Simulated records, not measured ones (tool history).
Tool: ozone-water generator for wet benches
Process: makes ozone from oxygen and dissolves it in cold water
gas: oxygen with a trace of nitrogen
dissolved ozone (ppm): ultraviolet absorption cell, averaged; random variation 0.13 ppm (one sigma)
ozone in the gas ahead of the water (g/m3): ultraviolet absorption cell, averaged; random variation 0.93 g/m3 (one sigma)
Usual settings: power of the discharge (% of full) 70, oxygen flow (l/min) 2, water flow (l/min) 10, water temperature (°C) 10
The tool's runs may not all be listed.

run    hour  power of the discharge (% of full)  oxygen flow (l/min)  water flow (l/min)  water temperature (°C)  dissolved ozone (ppm)  ozone in the gas ahead of the water (g/m3)
  1       0                                  70                    2                  10                      10                   12.5                                       154.1
  2    69.8                                  70                    2                  10                      10                   12.7                                       153.2
  3   127.5                                  70                 2.69                  10                      10                   12.4                                       126.6
  4   200.9                                  70                    2                  10                      11                   12.4                                       154.3
  5   274.4                                  70                    2                  10                      11                   12.4                                       153.1
      284.7  -- contactor cleaned
  6   336.2                                  70                    2                  10                      10                   12.5                                       154.5
  7   397.4                                  70                    2                  10                      10                   12.4                                       154.7
  8   456.7                                  56                    2                  10                      10                   11.1                                       136.9
  9   518.3                                  70                    2                   7                      10                   17.5                                       152.2
 10   587.8                                  68                 2.49                  13                       9                      9                                       131.1
 11   655.6                                  68                 1.33                  13                       9                    8.6                                       199.1
 12   742.1                                  68                 2.23                  11                       9                   10.7                                       139.2
      790.6  -- contactor cleaned, once more
 13     808                                  70                    2                   7                      10                   18.2                                         153
 14   857.7                                  66                 2.62                  14                       9                    8.9                                       123.1
 15   911.4                                  66                 2.62                  14                       9                    8.8                                       123.9
 16   970.2                                  66                 2.62                  14                       9                    8.7                                       124.8
 17  1054.9                                  58                 2.62                  16                       9                    6.9                                         115
 18  1107.3                                  58                 2.62                  16                       9                    6.9                                       113.9

Forecast each of these 5 alternatives for the next run:
  A  1187.7                                  70                 2.74                  12                       7                      ?                                           ?
  B  1187.7                                  58                 1.25                  14                      12                      ?                                           ?
  C  1187.7                                  70                 1.44                  10                      17                      ?                                           ?
  D  1187.7                                  53                 2.62                   8                       9                      ?                                           ?
  E  1187.7                                  65                 2.47                  16                       8                      ?                                           ?

run  dissolved ozone (ppm)  ozone in the gas ahead of the water (g/m3)
  A                   10.8                                       122.8
  B                    7.2                                       189.2
  C                   11.8                                       189.1
  D                   13.9                                         109
  E                    7.5                                       126.5
Without the tool's hidden state the same runs would have given:
run  dissolved ozone (ppm)  ozone in the gas ahead of the water (g/m3)
  A                   11.3                                       127.5
  B                    7.6                                       195.7
  C                   12.4                                       196.3
  D                   14.5                                       112.5
  E                    7.8                                       131.1
